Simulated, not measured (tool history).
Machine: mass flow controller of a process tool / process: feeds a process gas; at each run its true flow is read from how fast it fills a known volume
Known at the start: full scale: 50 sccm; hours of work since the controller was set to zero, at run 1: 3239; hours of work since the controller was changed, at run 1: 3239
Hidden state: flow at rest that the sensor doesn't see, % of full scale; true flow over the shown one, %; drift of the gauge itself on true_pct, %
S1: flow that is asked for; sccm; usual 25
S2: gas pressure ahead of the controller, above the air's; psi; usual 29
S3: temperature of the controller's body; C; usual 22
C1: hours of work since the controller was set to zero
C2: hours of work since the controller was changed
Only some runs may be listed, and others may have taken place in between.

Run 1, hour 0: usual settings; C1 3239; C2 3239. Result: true flow (%) 98.36.
Run 2, hour 178.6: usual settings; C1 3363; C2 3363. Result: true flow (%) 98.56.
Run 3, hour 290.5: usual settings; C1 3441; C2 3441. Result: true flow (%) 98.35.
Run 4, hour 384.7: usual settings; C1 3507; C2 3507. Result: true flow (%) 98.35.
Run 5, hour 527.9: usual settings; C1 3607; C2 3607. Result: true flow (%) 98.32.
Run 6, hour 715.9: usual settings; C1 3738; C2 3738. Result: true flow (%) 98.19.
Run 7, hour 839.7: usual settings; C1 3825; C2 3825. Result: true flow (%) 98.31.
Run 8, hour 1045.1: usual settings; C1 3968; C2 3968. Result: true flow (%) 98.31.
Run 9, hour 1222.6: usual settings; C1 4092; C2 4092. Result: true flow (%) 98.29.
Run 10, hour 1423.5: usual settings; C1 4232; C2 4232. Result: true flow (%) 98.22.
Run 11, hour 1619.9: usual settings but S1 7 sccm; C1 4369; C2 4369. Result: true flow (%) 100.66.
Run 12, hour 1799.4: usual settings; C1 4495; C2 4495. Result: true flow (%) 98.3.
Run 13, hour 1980.1: usual settings; C1 4621; C2 4621. Result: true flow (%) 98.32.
Run 14, hour 2160.7: usual settings; C1 4747; C2 4747. Result: true flow (%) 98.14.
Run 15, hour 2306.3: usual settings; C1 4849; C2 4849. Result: true flow (%) 98.16.
Run 16, hour 2438.8: usual settings but S2 29.6 psi; C1 4941; C2 4941. Result: true flow (%) 98.16.
Run 17, hour 2624.8: usual settings but S2 29.6 psi; C1 5071; C2 5071. Result: true flow (%) 98.21.
Run 18, hour 2855.9: usual settings but S2 29.4 psi; C1 5232; C2 5232. Result: true flow (%) 98.23.
Run 19, hour 3019.7: usual settings but S2 29.4 psi; C1 5347; C2 5347. Result: true flow (%) 98.17.
Run 20, hour 3202.4: usual settings but S2 29.4 psi; C1 5474; C2 5474. Result: true flow (%) 98.11.
Run 21, hour 3358.6: usual settings but S2 29.4 psi; C1 5583; C2 5583. Result: true flow (%) 98.14.
At hour 3373.6: controller's zero set anew.
Run 22, hour 3532.5: usual settings but S1 20 sccm, S2 31.6 psi, S3 37 C; C1 111; C2 5704. Result: true flow (%) 97.61.
Run 23, hour 3702.5: usual settings but S1 20 sccm, S2 31.6 psi, S3 37 C; C1 230; C2 5823. Result: true flow (%) 97.53.
At hour 3798: controller's zero set anew, once more.
Run 24, hour 3801.5: usual settings but S1 20 sccm, S2 31.6 psi, S3 37 C; C1 2; C2 5892. Result: true flow (%) 94.97.
Run 25, hour 3901.1: usual settings but S1 20 sccm, S2 31.6 psi, S3 37 C; C1 72; C2 5961. Result: true flow (%) 94.99.
Run 26, hour 4046.8: usual settings but S1 20 sccm, S2 31.6 psi, S3 37 C; C1 174; C2 6063. Result: true flow (%) 95.
Run 27, hour 4238.5: usual settings but S1 20 sccm, S2 31.6 psi, S3 37 C; C1 308; C2 6197. Result: true flow (%) 94.96.
Run 28, hour 4405.6: usual settings but S1 20 sccm, S2 31.6 psi, S3 37 C; C1 424; C2 6313. Result: true flow (%) 95.03.
Run 29, hour 4575.5: usual settings but S2 37.3 psi, S3 31 C; C1 543; C2 6432. Result: true flow (%) 95.85.
Run 30, hour 4691.9: usual settings but S1 41 sccm, S2 39.5 psi, S3 26 C; C1 624; C2 6513. Result: true flow (%) 97.13.
Run 31, hour 4820.9: usual settings but S1 14 sccm, S2 25.5 psi, S3 20 C; C1 714; C2 6603. Result: true flow (%) 95.58.
Run 32, hour 5020.8: usual settings but S2 28.9 psi; C1 854; C2 6743. Result: true flow (%) 96.12.
Run 33, hour 5239.6: usual settings but S1 10 sccm, S3 21 C; C1 1006; C2 6896. Result: true flow (%) 95.61.
Run 34, hour 5412: usual settings but S1 34 sccm, S3 28 C; C1 1127; C2 7016. Result: true flow (%) 96.07.
Run 35, hour 5530.6: usual settings but S1 20 sccm, S3 29 C; C1 1210; C2 7099. Result: true flow (%) 95.44.

Predict each of these 3 candidate next runs independently; none follows another, all start after run 35:
Run A, hour 5735.7: usual settings but S1 15 sccm, S2 35.8 psi, S3 25 C; C1 1353; C2 7242. Result: true flow (%) ?.
Run B, hour 5735.7: usual settings but S1 20 sccm, S2 25.7 psi, S3 29 C; C1 1353; C2 7242. Result: true flow (%) ?.
Run C, hour 5735.7: usual settings but S1 24 sccm, S2 39.5 psi, S3 24 C; C1 1353; C2 7242. Result: true flow (%) ?.

run  true flow (%)
  A          95.68
  B          95.29
  C          96.24
With no hidden state in the tool, these same runs would have given:
run  true flow (%)
  A          98.01
  B          97.79
  C          98.83

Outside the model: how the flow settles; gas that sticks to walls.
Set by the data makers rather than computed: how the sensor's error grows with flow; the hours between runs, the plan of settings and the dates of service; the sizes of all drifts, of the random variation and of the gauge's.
